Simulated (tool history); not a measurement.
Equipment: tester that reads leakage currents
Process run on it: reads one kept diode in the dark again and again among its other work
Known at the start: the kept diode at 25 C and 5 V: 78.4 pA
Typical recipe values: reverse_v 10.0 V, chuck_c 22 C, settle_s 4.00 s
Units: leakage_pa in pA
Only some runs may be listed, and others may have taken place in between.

run    hour  reverse_v  chuck_c  settle_s  leakage_pa
  1     0.0       10.0       22      4.00       97.79
  2   147.4        1.1       22      4.00       29.95
      214.6  -- chuck's temperature calibrated
  3   340.5        1.1       22      4.00       27.09
  4   440.2        1.1       22      4.00       27.19
  5   547.3        1.1       22      4.00       27.26
  6   726.0       10.0       22      4.00       91.09
  7   833.0       10.0       22      4.00       91.79
  8  1018.6       10.0       22      4.00       92.00
     1090.3  -- probe card cleaned and baked
  9  1196.5       10.0       22      6.67       90.76
 10  1328.4       10.0       22      6.67       90.60
 11  1547.4       10.0       22      6.67       91.92
 12  1648.7       10.0       22      6.67       93.16
 13  1798.6       10.5       54      1.60     1276.97
 14  1962.3       10.5       59      1.79     1830.38
 15  2097.3       10.5       59      4.79     1847.41
 16  2204.4        7.5       22      4.00       81.80
 17  2294.7        1.3       22      3.02       32.32
 18  2514.7        4.3       22      4.00       61.77
 19  2612.6        4.3       22      4.00       62.02
 20  2739.4        4.3       27      1.79       96.67
     2771.3  -- chuck's temperature calibrated
 21  2901.1        4.3       27      1.79       88.67
 22  3001.6        4.3       27      1.79       88.78
 23  3195.3        2.4       42      0.44      226.01
     3338.4  -- probe card cleaned and baked
 24  3388.8        2.4       42      0.44      227.73

4 ways to go on from here, each from the tool as it stands after run 24. What would each give?
  A  3610.3        1.8       40      4.00           ?
  B  3610.3       10.0       52      4.48           ?
  C  3610.3       17.0       38      4.00           ?
  D  3610.3       10.0       24      5.62           ?

run  leakage_pa
  A      166.68
  B     1049.29
  C      473.05
  D      108.22
With no hidden state in the tool, these same runs would have given:
run  leakage_pa
  A      161.49
  B     1019.61
  C      457.72
  D      104.11

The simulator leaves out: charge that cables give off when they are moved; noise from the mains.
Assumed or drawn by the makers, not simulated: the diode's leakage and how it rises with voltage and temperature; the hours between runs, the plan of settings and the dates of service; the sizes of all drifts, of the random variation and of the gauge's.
